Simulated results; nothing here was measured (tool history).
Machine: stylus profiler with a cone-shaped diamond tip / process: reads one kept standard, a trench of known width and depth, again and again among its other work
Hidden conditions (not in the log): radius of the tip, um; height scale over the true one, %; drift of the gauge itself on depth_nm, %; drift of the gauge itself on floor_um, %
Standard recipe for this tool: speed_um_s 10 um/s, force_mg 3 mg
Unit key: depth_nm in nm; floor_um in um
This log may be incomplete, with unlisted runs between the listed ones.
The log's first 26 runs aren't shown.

run   hour  speed_um_s  force_mg  scans with this tip  hours of work since the height scale was calibrated  depth_nm  floor_um
 27    328          13      3.58                 3060                                                  380    203.74     46.88
 28  337.7          13      3.58                 3110                                                  386    203.66     46.88
 29  356.1          24      3.03                 3206                                                  398    203.21     46.81
 30  369.4           9      2.07                 3275                                                  407    202.38     46.81
 31  379.2           9      2.07                 3326                                                  413    202.36     46.88
 32  388.1           9      2.07                 3372                                                  419    202.42      46.9
 33  405.8           3      7.88                 3464                                                  430    206.29     46.86
 34  423.8          28      2.16                 3558                                                  442    202.39     46.76
 35    433          28      2.16                 3606                                                  448    202.36     46.78
 36  448.6          16      2.91                 3686                                                  458    203.06     46.81
 37  464.3          16      2.91                 3768                                                  468    203.05     46.78
 38  475.5          16      2.91                 3826                                                  475    203.02     46.85
 39  484.6           9      1.36                 3874                                                  481     201.6     46.78
 40  493.1          24      5.23                 3917                                                  486    204.67     46.81
 41  501.6          24      5.23                 3962                                                  492    204.73      46.8
 42  513.7          24      5.23                 4024                                                  500    204.74     46.76
 43  526.2           3      1.64                 4090                                                  508       202     46.85
 44    538          19      7.93                 4151                                                  515    206.38     46.78
 45  555.2           5      1.33                 4240                                                  526    201.59     46.78
 46  563.7          38      1.04                 4285                                                  532    201.29     46.58

Each row is a separate what-if for the run after 46, all from the same tool condition, not one after another. Results?
  A  571.5           3      1.43                 4325                                                  537         ?         ?
  B  571.5          38      1.46                 4325                                                  537         ?         ?
  C  571.5          35      5.15                 4325                                                  537         ?         ?
  D  571.5          23      6.64                 4325                                                  537         ?         ?
  E  571.5           3      8.41                 4325                                                  537         ?         ?

run  depth_nm  floor_um
  A    201.65     46.81
  B    201.85     46.61
  C     204.6      46.7
  D    205.57     46.72
  E    206.68     46.85
With no hidden state in the tool, these same runs would have given:
run  depth_nm  floor_um
  A    202.14     47.21
  B    202.34        47
  C    205.09     47.09
  D    206.07     47.12
  E    207.18     47.25

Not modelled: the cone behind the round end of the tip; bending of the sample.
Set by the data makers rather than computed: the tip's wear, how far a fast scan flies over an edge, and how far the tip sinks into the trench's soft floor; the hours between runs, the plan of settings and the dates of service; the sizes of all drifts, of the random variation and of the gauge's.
